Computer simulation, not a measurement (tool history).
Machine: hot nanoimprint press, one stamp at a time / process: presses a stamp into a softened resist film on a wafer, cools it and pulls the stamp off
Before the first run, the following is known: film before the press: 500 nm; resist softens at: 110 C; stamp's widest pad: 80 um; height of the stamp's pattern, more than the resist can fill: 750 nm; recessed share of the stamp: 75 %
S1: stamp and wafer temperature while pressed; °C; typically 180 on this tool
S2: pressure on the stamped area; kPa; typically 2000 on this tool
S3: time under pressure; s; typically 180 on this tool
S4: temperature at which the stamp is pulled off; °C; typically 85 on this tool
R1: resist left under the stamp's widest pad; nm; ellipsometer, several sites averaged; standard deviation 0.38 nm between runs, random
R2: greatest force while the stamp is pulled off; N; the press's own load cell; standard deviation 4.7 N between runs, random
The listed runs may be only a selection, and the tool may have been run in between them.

Run 1, day 0.000: usual settings. Result: R1 185.8 nm, R2 334 N.
Run 2, day 0.283: usual settings but S3 187 s. Result: R1 182.8 nm, R2 361 N.
Run 3, day 0.617: usual settings but S3 187 s. Result: R1 181.9 nm, R2 337 N.
Run 4, day 0.967: usual settings. Result: R1 184.7 nm, R2 353 N.
Run 5, day 1.458: usual settings. Result: R1 185.5 nm, R2 351 N.
Run 6, day 1.767: usual settings. Result: R1 184.8 nm, R2 365 N.
Run 7, day 2.438: usual settings but S2 1250 kPa. Result: R1 232.1 nm, R2 348 N.
Run 8, day 3.079: usual settings but S2 1250 kPa. Result: R1 232.9 nm, R2 362 N.
Run 9, day 3.408: usual settings but S2 1250 kPa. Result: R1 232.0 nm, R2 364 N.
Run 10, day 3.921: usual settings but S2 1250 kPa. Result: R1 231.7 nm, R2 373 N.
Run 11, day 4.575: usual settings but S2 1250 kPa. Result: R1 232.5 nm, R2 371 N.
Run 12, day 5.188: usual settings but S2 1250 kPa. Result: R1 232.4 nm, R2 369 N.
Run 13, day 5.796: usual settings but S1 190 °C. Result: R1 117.1 nm, R2 367 N.
Run 14, day 6.133: usual settings but S1 190 °C. Result: R1 117.0 nm, R2 376 N.
At day 6.296: plate thermocouple calibrated.
Run 15, day 6.700: usual settings but S1 190 °C. Result: R1 114.6 nm, R2 389 N.
At day 7.533: stamp cleaned and given a new release coat.
Run 16, day 7.596: usual settings but S1 190 °C. Result: R1 115.5 nm, R2 230 N.
Run 17, day 8.125: usual settings but S1 179 °C, S2 1590 kPa, S3 201 s. Result: R1 203.4 nm, R2 224 N.
Run 18, day 8.592: usual settings but S2 1470 kPa, S3 233 s, S4 78 °C. Result: R1 190.2 nm, R2 255 N.
Run 19, day 8.892: usual settings but S2 1470 kPa, S3 233 s, S4 78 °C. Result: R1 190.2 nm, R2 261 N.
Run 20, day 9.488: usual settings but S1 172 °C, S2 2570 kPa, S3 233 s, S4 82 °C. Result: R1 211.9 nm, R2 242 N.
Run 21, day 10.075: usual settings but S1 178 °C, S2 2570 kPa, S3 233 s, S4 83 °C. Result: R1 156.9 nm, R2 258 N.
At day 10.300: plate thermocouple calibrated, once more.
Run 22, day 10.825: usual settings but S1 178 °C, S2 2570 kPa, S3 233 s, S4 83 °C. Result: R1 165.6 nm, R2 248 N.
Run 23, day 11.421: usual settings but S2 2700 kPa, S3 190 s. Result: R1 158.6 nm, R2 255 N.
Run 24, day 11.796: usual settings but S2 2700 kPa, S3 190 s. Result: R1 158.6 nm, R2 235 N.
Run 25, day 12.308: usual settings but S2 2700 kPa, S3 190 s. Result: R1 159.2 nm, R2 254 N.
Run 26, day 12.875: usual settings but S1 170 °C, S2 2700 kPa, S3 190 s. Result: R1 257.7 nm, R2 253 N.
Run 27, day 13.288: usual settings but S1 170 °C, S2 2700 kPa, S3 190 s. Result: R1 258.2 nm, R2 255 N.
Run 28, day 13.642: usual settings but S1 170 °C, S2 2700 kPa, S3 190 s. Result: R1 257.5 nm, R2 260 N.
Run 29, day 14.154: usual settings but S1 170 °C, S2 1270 kPa, S3 240 s, S4 74 °C. Result: R1 323.6 nm, R2 288 N.

Results for each run, recomputed without the tool's hidden state and with each run's random variation untouched:
Hidden state at play: true temperature over the reading, C; pressure that arrives at the usual setting, %; grip of the stamp's worn release coat, % over a new coat's; drift of the gauge itself on residual_nm, %; drift of the gauge itself on pull_off_n, %.
run     R1   R2
  1  188.2  223
  2  185.2  240
  3  184.5  222
  4  187.3  231
  5  188.2  228
  6  187.6  236
  7  236.2  222
  8  237.2  230
  9  236.3  230
 10  236.2  234
 11  237.2  231
 12  237.3  227
 13  119.2  223
 14  119.1  228
 15  118.8  235
 16  119.8  233
 17  212.1  224
 18  198.6  252
 19  198.7  257
 20  221.5  236
 21  163.8  248
 22  163.7  233
 23  156.8  237
 24  156.9  217
 25  157.6  232
 26  255.8  228
 27  256.4  229
 28  255.8  232
 29  323.7  254

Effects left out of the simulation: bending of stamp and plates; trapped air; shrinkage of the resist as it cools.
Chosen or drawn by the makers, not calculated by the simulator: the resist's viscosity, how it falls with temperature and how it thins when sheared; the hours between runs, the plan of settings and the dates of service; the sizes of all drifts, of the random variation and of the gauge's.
